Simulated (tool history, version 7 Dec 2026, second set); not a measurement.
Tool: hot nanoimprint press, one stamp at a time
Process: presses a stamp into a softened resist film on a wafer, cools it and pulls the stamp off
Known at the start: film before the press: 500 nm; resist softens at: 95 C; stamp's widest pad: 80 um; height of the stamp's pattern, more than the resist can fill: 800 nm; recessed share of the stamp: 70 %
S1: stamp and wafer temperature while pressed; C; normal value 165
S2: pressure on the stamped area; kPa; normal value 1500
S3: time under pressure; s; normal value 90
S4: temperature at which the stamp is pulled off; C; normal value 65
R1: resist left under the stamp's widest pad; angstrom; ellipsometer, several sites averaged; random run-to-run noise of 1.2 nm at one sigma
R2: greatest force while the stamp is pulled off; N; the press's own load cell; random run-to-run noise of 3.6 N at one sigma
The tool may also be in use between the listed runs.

run,hour,S1,S2,S3,S4,R1,R2
1,0,165,1500,90,65,1753,173
2,5.8,165,1500,90,65,1757,186
3,13.1,165,1500,90,65,1760,183
4,21.8,165,1500,90,65,1760,179
5,29.8,165,1310,90,65,1890,185
6,42,165,1310,90,65,1873,184
7,48.4,165,1500,90,53,1763,213
# hour 52: plate thermocouple calibrated
8,59.8,165,1500,90,53,1758,213
9,68,165,1500,90,53,1750,222
10,74.2,165,1500,90,65,1751,189
11,83.1,165,1500,90,65,1759,201
12,92.8,165,1500,90,65,1785,199
13,98.9,165,1500,61,65,2075,202
# hour 110.9: plate thermocouple calibrated, once more
14,113.4,165,1500,61,65,2024,204
15,121.8,165,1500,61,69,2047,202
16,129.4,165,1700,90,69,1657,207
17,137.4,165,1700,90,69,1643,201
18,143,165,1700,90,69,1634,197
19,148.1,165,1300,90,60,1856,215

Here are 3 independent what-if runs from the current tool condition. What would each one return?
A,159.3,166,1520,90,54,?,?
B,159.3,165,1500,128,67,?,?
C,159.3,165,1700,46,50,?,?

run,R1,R2
A,1659,243
B,1522,216
C,2114,247
Without the tool's unlogged condition, the same runs would have read:
run,R1,R2
A,1666,197
B,1529,175
C,2122,200
